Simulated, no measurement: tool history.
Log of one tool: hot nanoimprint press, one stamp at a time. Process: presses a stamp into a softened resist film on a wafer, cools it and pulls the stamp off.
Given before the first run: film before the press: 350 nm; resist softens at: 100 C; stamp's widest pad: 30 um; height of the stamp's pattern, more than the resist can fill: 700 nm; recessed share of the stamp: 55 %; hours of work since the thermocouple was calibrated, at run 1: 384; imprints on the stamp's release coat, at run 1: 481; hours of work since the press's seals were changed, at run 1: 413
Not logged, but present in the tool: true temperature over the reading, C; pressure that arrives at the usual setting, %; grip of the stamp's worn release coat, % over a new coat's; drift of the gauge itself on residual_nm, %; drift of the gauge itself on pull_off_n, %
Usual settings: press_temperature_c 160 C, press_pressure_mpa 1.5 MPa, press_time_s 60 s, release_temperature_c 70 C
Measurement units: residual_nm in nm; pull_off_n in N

| run | day | press_temperature_c | press_pressure_mpa | press_time_s | release_temperature_c | hours of work since the thermocouple was calibrated | imprints on the stamp's release coat | hours of work since the press's seals were changed | residual_nm | pull_off_n |
|---|---|---|---|---|---|---|---|---|---|---|
| 1 | 0 | 160 | 1.5 | 60 | 70 | 384 | 481 | 413 | 147.5 | 154 |
|  | 3.371 | plate thermocouple calibrated |
| 2 | 3.517 | 160 | 1.5 | 104 | 70 | 2 | 822 | 456 | 127.9 | 170 |
|  | 4.904 | stamp cleaned and given a new release coat |
| 3 | 5.625 | 160 | 1.5 | 104 | 70 | 26 | 73 | 480 | 128 | 154 |
| 4 | 8.15 | 160 | 1.5 | 104 | 70 | 58 | 327 | 512 | 129.1 | 159 |
| 5 | 11.375 | 160 | 1.5 | 104 | 70 | 99 | 651 | 553 | 132.1 | 169 |
|  | 14.654 | stamp cleaned and given a new release coat |
| 6 | 15.167 | 160 | 1.5 | 60 | 70 | 144 | 52 | 599 | 163.3 | 156 |
| 7 | 18.054 | 160 | 1.5 | 60 | 70 | 181 | 342 | 635 | 165 | 160 |
|  | 20.275 | plate thermocouple calibrated, once more |
| 8 | 21.442 | 160 | 1.5 | 60 | 70 | 15 | 670 | 677 | 137.8 | 157 |
|  | 24.388 | stamp cleaned and given a new release coat |
| 9 | 25.004 | 160 | 1.5 | 60 | 70 | 57 | 62 | 719 | 138.9 | 142 |
| 10 | 27.662 | 153 | 1.5 | 60 | 70 | 91 | 329 | 753 | 203.3 | 152 |
| 11 | 30.833 | 153 | 1.5 | 60 | 70 | 132 | 649 | 794 | 203.3 | 156 |
|  | 34.142 | stamp cleaned and given a new release coat |
| 12 | 34.471 | 160 | 1.5 | 60 | 70 | 175 | 32 | 837 | 142.2 | 146 |
|  | 35.021 | press's hydraulic seals changed and the load cell set to zero |
| 13 | 38.608 | 160 | 1.5 | 61 | 70 | 223 | 415 | 46 | 140.1 | 155 |
| 14 | 42.621 | 160 | 1.5 | 60 | 70 | 275 | 819 | 97 | 144.1 | 165 |
|  | 44.133 | stamp cleaned and given a new release coat |
| 15 | 46.496 | 160 | 1.5 | 60 | 70 | 321 | 238 | 143 | 143.9 | 155 |

Run 16 has not been measured yet. What should we expect?
| 16 | 49.712 | 160 | 1.5 | 60 | 64 | 362 | 562 | 184 | ? | ? |

{"run 16": {"residual_nm": 147.2, "pull_off_n": 181}}
With no hidden state in the tool, this same run would have given residual_nm 134.9 nm, pull_off_n 161 N.

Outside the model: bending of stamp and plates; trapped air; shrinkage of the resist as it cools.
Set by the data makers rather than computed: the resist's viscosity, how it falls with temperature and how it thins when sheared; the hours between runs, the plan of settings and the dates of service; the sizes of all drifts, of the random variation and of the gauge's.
